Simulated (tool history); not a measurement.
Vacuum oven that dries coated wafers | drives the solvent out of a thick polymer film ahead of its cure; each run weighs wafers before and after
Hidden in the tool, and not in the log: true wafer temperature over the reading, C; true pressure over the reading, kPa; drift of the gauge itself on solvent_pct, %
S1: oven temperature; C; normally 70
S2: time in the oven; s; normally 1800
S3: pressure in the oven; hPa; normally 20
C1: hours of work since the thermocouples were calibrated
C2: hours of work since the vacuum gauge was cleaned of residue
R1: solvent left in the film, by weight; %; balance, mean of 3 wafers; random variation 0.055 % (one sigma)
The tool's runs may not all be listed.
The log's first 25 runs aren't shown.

run 26 hour=1575.3 | S1=75 S2=1920 S3=22.5 | C1=1034 C2=570 | R1=1.2
run 27 hour=1622.1 | S1=59 S2=2280 S3=17.6 | C1=1068 C2=604 | R1=4.5
run 28 hour=1706.6 | S1=65 S2=2280 S3=29.8 | C1=1129 C2=665 | R1=3.16
-- hour=1759.9 oven's thermocouples calibrated
run 29 hour=1768.4 | S1=65 S2=2280 S3=29.8 | C1=6 C2=708 | R1=3.05
run 30 hour=1816 | S1=63 S2=1320 S3=40.2 | C1=40 C2=742 | R1=5.97
run 31 hour=1902.9 | S1=56 S2=1800 S3=33.4 | C1=103 C2=805 | R1=6.71
run 32 hour=1959.5 | S1=73 S2=2340 S3=23.2 | C1=144 C2=846 | R1=1.27
run 33 hour=2039.5 | S1=70 S2=1920 S3=29.1 | C1=202 C2=903 | R1=2.4
run 34 hour=2100.6 | S1=70 S2=1920 S3=29.1 | C1=246 C2=947 | R1=2.4
run 35 hour=2179.9 | S1=65 S2=1800 S3=64.5 | C1=303 C2=1005 | R1=5.16
run 36 hour=2244.2 | S1=65 S2=1800 S3=64.5 | C1=349 C2=1051 | R1=4.95
run 37 hour=2300.4 | S1=70 S2=2340 S3=34.5 | C1=390 C2=1091 | R1=2.02
run 38 hour=2336.3 | S1=59 S2=1800 S3=20 | C1=415 C2=1117 | R1=5.5
run 39 hour=2410.9 | S1=59 S2=3240 S3=42.4 | C1=469 C2=1171 | R1=4.4

Branching from run 39: 5 alternative next runs. What would each branch give?
run A hour=2482.3 | S1=59 S2=1200 S3=17.3 | C1=521 C2=1223 | R1=?
run B hour=2482.3 | S1=59 S2=3000 S3=14.8 | C1=521 C2=1223 | R1=?
run C hour=2482.3 | S1=56 S2=1740 S3=42.4 | C1=521 C2=1223 | R1=?
run D hour=2482.3 | S1=70 S2=3240 S3=42.4 | C1=521 C2=1223 | R1=?
run E hour=2482.3 | S1=59 S2=1680 S3=14.1 | C1=521 C2=1223 | R1=?

run=A R1=6.83
run=B R1=3.29
run=C R1=7.28
run=D R1=1.73
run=E R1=5.49
Take away the tool's hidden state, keep each run's random variation, and the runs would have read:
run=A R1=6.82
run=B R1=3.28
run=C R1=7.27
run=D R1=1.72
run=E R1=5.48

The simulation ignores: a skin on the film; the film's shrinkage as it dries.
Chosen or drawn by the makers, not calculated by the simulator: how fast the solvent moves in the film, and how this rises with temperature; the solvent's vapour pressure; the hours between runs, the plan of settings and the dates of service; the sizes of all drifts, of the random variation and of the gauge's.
